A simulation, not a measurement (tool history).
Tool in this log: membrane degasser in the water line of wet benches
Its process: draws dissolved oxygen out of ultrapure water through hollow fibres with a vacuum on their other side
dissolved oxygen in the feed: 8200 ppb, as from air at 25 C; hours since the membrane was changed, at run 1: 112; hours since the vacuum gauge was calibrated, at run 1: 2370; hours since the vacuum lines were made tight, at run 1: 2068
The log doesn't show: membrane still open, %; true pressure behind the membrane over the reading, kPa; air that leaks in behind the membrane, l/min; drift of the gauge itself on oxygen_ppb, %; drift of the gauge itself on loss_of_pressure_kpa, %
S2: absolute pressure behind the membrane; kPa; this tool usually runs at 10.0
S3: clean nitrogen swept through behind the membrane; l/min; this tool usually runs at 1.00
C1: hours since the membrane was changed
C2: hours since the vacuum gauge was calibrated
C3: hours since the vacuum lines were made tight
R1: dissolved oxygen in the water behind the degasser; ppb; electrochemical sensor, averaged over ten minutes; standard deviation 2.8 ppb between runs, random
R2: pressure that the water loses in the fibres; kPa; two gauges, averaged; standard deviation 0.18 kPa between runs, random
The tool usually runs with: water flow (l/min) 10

Run 1, hour 0.0: usual settings; C1 112; C2 2370; C3 2068. Result: R1 279.1 ppb, R2 32.67 kPa.
Run 2, hour 104.3: usual settings; C1 217; C2 2474; C3 2173. Result: R1 275.5 ppb, R2 32.90 kPa.
Run 3, hour 222.1: usual settings; C1 335; C2 2592; C3 2291. Result: R1 272.7 ppb, R2 32.87 kPa.
Run 4, hour 333.3: usual settings; C1 446; C2 2703; C3 2402. Result: R1 274.9 ppb, R2 32.77 kPa.
Run 5, hour 436.6: usual settings; C1 549; C2 2806; C3 2505. Result: R1 273.3 ppb, R2 32.79 kPa.
Run 6, hour 560.1: usual settings; C1 672; C2 2930; C3 2629. Result: R1 275.7 ppb, R2 32.79 kPa.
Run 7, hour 627.8: usual settings; C1 740; C2 2998; C3 2696. Result: R1 277.4 ppb, R2 32.64 kPa.
Run 8, hour 717.9: usual settings; C1 830; C2 3088; C3 2786. Result: R1 278.0 ppb, R2 32.73 kPa.
Run 9, hour 813.4: usual settings; C1 926; C2 3183; C3 2882. Result: R1 276.6 ppb, R2 32.78 kPa.
Run 10, hour 929.8: usual settings; C1 1042; C2 3300; C3 2998. Result: R1 277.0 ppb, R2 32.73 kPa.
Run 11, hour 1021.9: usual settings; C1 1134; C2 3392; C3 3090. Result: R1 273.0 ppb, R2 32.59 kPa.
Run 12, hour 1112.5: usual settings; C1 1225; C2 3482; C3 3181. Result: R1 278.1 ppb, R2 32.77 kPa.
Run 13, hour 1240.8: usual settings; C1 1353; C2 3611; C3 3309. Result: R1 279.2 ppb, R2 32.67 kPa.
Run 14, hour 1336.4: usual settings but water flow (l/min) 12; C1 1449; C2 3706; C3 3405. Result: R1 357.6 ppb, R2 39.49 kPa.
Run 15, hour 1443.1: usual settings; C1 1555; C2 3813; C3 3512. Result: R1 279.5 ppb, R2 32.64 kPa.
Run 16, hour 1499.6: usual settings; C1 1612; C2 3869; C3 3568. Result: R1 271.0 ppb, R2 32.91 kPa.
Run 17, hour 1628.5: usual settings but water flow (l/min) 8, S2 11.2 kPa, S3 0.67 l/min; C1 1741; C2 3998; C3 3697. Result: R1 286.3 ppb, R2 26.00 kPa.
Run 18, hour 1725.6: usual settings but water flow (l/min) 8, S2 14.9 kPa, S3 2.12 l/min; C1 1838; C2 4095; C3 3794. Result: R1 173.0 ppb, R2 26.21 kPa.
Run 19, hour 1829.4: usual settings but water flow (l/min) 8, S2 14.9 kPa, S3 2.12 l/min; C1 1942; C2 4199; C3 3898. Result: R1 178.4 ppb, R2 26.28 kPa.
Run 20, hour 1945.7: usual settings but S2 17.1 kPa, S3 2.12 l/min; C1 2058; C2 4316; C3 4014. Result: R1 273.5 ppb, R2 32.75 kPa.
Run 21, hour 2069.0: usual settings but water flow (l/min) 8, S2 15.9 kPa; C1 2181; C2 4439; C3 4137. Result: R1 301.2 ppb, R2 26.06 kPa.
Run 22, hour 2128.5: usual settings but water flow (l/min) 8, S2 6.9 kPa, S3 1.24 l/min; C1 2241; C2 4498; C3 4197. Result: R1 126.7 ppb, R2 26.02 kPa.
Run 23, hour 2182.9: usual settings but water flow (l/min) 8, S2 23.7 kPa, S3 0.45 l/min; C1 2295; C2 4553; C3 4251. Result: R1 834.5 ppb, R2 26.48 kPa.
Run 24, hour 2271.5: usual settings but water flow (l/min) 8, S2 23.7 kPa, S3 1.30 l/min; C1 2384; C2 4641; C3 4340. Result: R1 360.7 ppb, R2 26.43 kPa.
Run 25, hour 2347.6: usual settings but water flow (l/min) 8, S2 23.7 kPa, S3 1.30 l/min; C1 2460; C2 4717; C3 4416. Result: R1 355.6 ppb, R2 26.14 kPa.
Run 26, hour 2455.1: usual settings but water flow (l/min) 8, S2 18.5 kPa, S3 1.59 l/min; C1 2567; C2 4825; C3 4524. Result: R1 249.8 ppb, R2 26.40 kPa.
Run 27, hour 2554.3: usual settings but water flow (l/min) 8, S2 18.5 kPa, S3 1.59 l/min; C1 2667; C2 4924; C3 4623. Result: R1 253.4 ppb, R2 25.93 kPa.
At hour 2611.0: vacuum gauge calibrated.
Run 28, hour 2611.0: usual settings but S2 8.2 kPa, S3 1.83 l/min; C1 2723; C2 0; C3 4679. Result: R1 187.9 ppb, R2 32.73 kPa.
Run 29, hour 2729.3: usual settings but S2 8.2 kPa, S3 1.83 l/min; C1 2841; C2 118; C3 4797. Result: R1 185.4 ppb, R2 32.73 kPa.
Run 30, hour 2816.8: usual settings but water flow (l/min) 9, S2 17.2 kPa, S3 1.83 l/min; C1 2929; C2 206; C3 4885. Result: R1 257.0 ppb, R2 29.61 kPa.
Run 31, hour 2912.2: usual settings but water flow (l/min) 9, S2 17.2 kPa, S3 1.83 l/min; C1 3024; C2 301; C3 4980. Result: R1 256.5 ppb, R2 29.45 kPa.
Run 32, hour 3039.1: usual settings but water flow (l/min) 9, S2 13.8 kPa, S3 2.10 l/min; C1 3151; C2 428; C3 5107. Result: R1 200.8 ppb, R2 29.68 kPa.

Forecast each of these 3 alternatives for the next run:
Run A, hour 3158.6: usual settings but water flow (l/min) 11, S2 12.7 kPa, S3 1.06 l/min; C1 3270; C2 548; C3 5227. Result: R1 ?, R2 ?.
Run B, hour 3158.6: usual settings but water flow (l/min) 16, S2 15.2 kPa, S3 1.15 l/min; C1 3270; C2 548; C3 5227. Result: R1 ?, R2 ?.
Run C, hour 3158.6: usual settings but S2 6.6 kPa, S3 2.30 l/min; C1 3270; C2 548; C3 5227. Result: R1 ?, R2 ?.

run     R1     R2
  A  376.7  36.16
  B  672.5  52.39
  C  158.8  33.02
What these runs would have given with no unlogged condition in the tool:
run     R1     R2
  A  376.3  36.15
  B  671.9  52.37
  C  158.5  33.01
